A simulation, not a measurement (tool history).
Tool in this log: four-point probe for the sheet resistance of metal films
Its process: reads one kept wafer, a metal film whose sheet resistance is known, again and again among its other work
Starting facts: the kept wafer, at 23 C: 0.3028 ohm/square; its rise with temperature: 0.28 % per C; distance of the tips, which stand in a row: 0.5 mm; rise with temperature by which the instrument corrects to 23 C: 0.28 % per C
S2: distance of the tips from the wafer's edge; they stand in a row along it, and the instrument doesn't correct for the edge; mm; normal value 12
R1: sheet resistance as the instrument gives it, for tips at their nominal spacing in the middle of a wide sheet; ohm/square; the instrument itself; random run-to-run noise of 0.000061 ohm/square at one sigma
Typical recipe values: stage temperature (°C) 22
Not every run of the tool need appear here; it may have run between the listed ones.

{"run": 1, "hour": 0.0, "stage temperature (°C)": 22, "S2": 12, "R1": 0.303006}
{"run": 2, "hour": 18.6, "stage temperature (°C)": 22, "S2": 12, "R1": 0.303007}
{"run": 3, "hour": 28.7, "stage temperature (°C)": 26, "S2": 12, "R1": 0.303004}
{"run": 4, "hour": 48.1, "stage temperature (°C)": 26, "S2": 12, "R1": 0.303012}
{"run": 5, "hour": 62.7, "stage temperature (°C)": 26, "S2": 12, "R1": 0.303076}
{"run": 6, "hour": 77.9, "stage temperature (°C)": 26, "S2": 12, "R1": 0.302967}
{"run": 7, "hour": 94.4, "stage temperature (°C)": 26, "S2": 12, "R1": 0.302963}
{"run": 8, "hour": 105.2, "stage temperature (°C)": 26, "S2": 12, "R1": 0.302929}
{"run": 9, "hour": 123.2, "stage temperature (°C)": 22, "S2": 10, "R1": 0.302958}
{"run": 10, "hour": 137.9, "stage temperature (°C)": 22, "S2": 10, "R1": 0.303067}
{"run": 11, "hour": 156.4, "stage temperature (°C)": 22, "S2": 10, "R1": 0.303108}
{"run": 12, "hour": 167.1, "stage temperature (°C)": 22, "S2": 10, "R1": 0.302908}
{"run": 13, "hour": 186.0, "stage temperature (°C)": 20, "S2": 12, "R1": 0.302974}
{"run": 14, "hour": 201.6, "stage temperature (°C)": 20, "S2": 12, "R1": 0.302913}
{"run": 15, "hour": 213.7, "stage temperature (°C)": 20, "S2": 12, "R1": 0.30294}
{"run": 16, "hour": 229.8, "stage temperature (°C)": 22, "S2": 12, "R1": 0.302937}
{"run": 17, "hour": 240.0, "stage temperature (°C)": 22, "S2": 12, "R1": 0.302927}
{"run": 18, "hour": 248.9, "stage temperature (°C)": 18, "S2": 12, "R1": 0.302943}
{"run": 19, "hour": 267.5, "stage temperature (°C)": 18, "S2": 12, "R1": 0.303022}
{"run": 20, "hour": 285.6, "stage temperature (°C)": 18, "S2": 12, "R1": 0.302992}
{"run": 21, "hour": 304.6, "stage temperature (°C)": 22, "S2": 12, "R1": 0.302846}
{"run": 22, "hour": 321.7, "stage temperature (°C)": 22, "S2": 12, "R1": 0.302782}
{"run": 23, "hour": 330.7, "stage temperature (°C)": 22, "S2": 8, "R1": 0.303194}
{"run": 24, "hour": 344.6, "stage temperature (°C)": 19, "S2": 38, "R1": 0.302541}
{"run": 25, "hour": 358.3, "stage temperature (°C)": 19, "S2": 38, "R1": 0.302624}
{"run": 26, "hour": 367.9, "stage temperature (°C)": 19, "S2": 38, "R1": 0.302557}
{"run": 27, "hour": 384.5, "stage temperature (°C)": 26, "S2": 15, "R1": 0.302845}
{"run": 28, "hour": 399.3, "stage temperature (°C)": 21, "S2": 5, "R1": 0.304235}
{"run": 29, "hour": 411.3, "stage temperature (°C)": 21, "S2": 5, "R1": 0.304169}
{"run": 30, "hour": 424.0, "stage temperature (°C)": 21, "S2": 5, "R1": 0.304232}
{"run": 31, "hour": 437.0, "stage temperature (°C)": 18, "S2": 17, "R1": 0.302709}
{"run": 32, "hour": 449.0, "stage temperature (°C)": 18, "S2": 17, "R1": 0.302823}
{"run": 33, "hour": 467.9, "stage temperature (°C)": 23, "S2": 5, "R1": 0.304268}
{"run": 34, "hour": 482.1, "stage temperature (°C)": 18, "S2": 12, "R1": 0.302857}
{"run": 35, "hour": 493.0, "stage temperature (°C)": 18, "S2": 12, "R1": 0.302917}
{"run": 36, "hour": 507.8, "stage temperature (°C)": 18, "S2": 12, "R1": 0.302859}
{"run": 37, "hour": 516.1, "stage temperature (°C)": 22, "S2": 72, "R1": 0.30257}
{"run": 38, "hour": 535.5, "stage temperature (°C)": 22, "S2": 72, "R1": 0.302538}
{"run": 39, "hour": 549.8, "stage temperature (°C)": 20, "S2": 27, "R1": 0.302654}
{"run": 40, "hour": 559.4, "stage temperature (°C)": 23, "S2": 45, "R1": 0.302518}
{"run": 41, "hour": 576.5, "stage temperature (°C)": 25, "S2": 10, "R1": 0.303006}
{"run": 42, "hour": 588.8, "stage temperature (°C)": 22, "S2": 12, "R1": 0.302892}
{"run": 43, "hour": 608.8, "stage temperature (°C)": 29, "S2": 14, "R1": 0.302696}
{"run": 44, "hour": 619.9, "stage temperature (°C)": 28, "S2": 27, "R1": 0.302444}
{"run": 45, "hour": 628.5, "stage temperature (°C)": 30, "S2": 6, "R1": 0.303664}

Consider 4 possible next runs. They are alternatives, not a sequence: every one starts from the tool as it was left by run 45. What does each give?
{"run": "A", "hour": 643.2, "stage temperature (°C)": 35, "S2": 10, "R1": "?"}
{"run": "B", "hour": 643.2, "stage temperature (°C)": 19, "S2": 10, "R1": "?"}
{"run": "C", "hour": 643.2, "stage temperature (°C)": 27, "S2": 31, "R1": "?"}
{"run": "D", "hour": 643.2, "stage temperature (°C)": 22, "S2": 4, "R1": "?"}

run=A R1=0.302909
run=B R1=0.302893
run=C R1=0.302669
run=D R1=0.305078
Without the tool's unlogged condition, the same runs would have read:
run=A R1=0.303203
run=B R1=0.303193
run=C R1=0.302966
run=D R1=0.305379
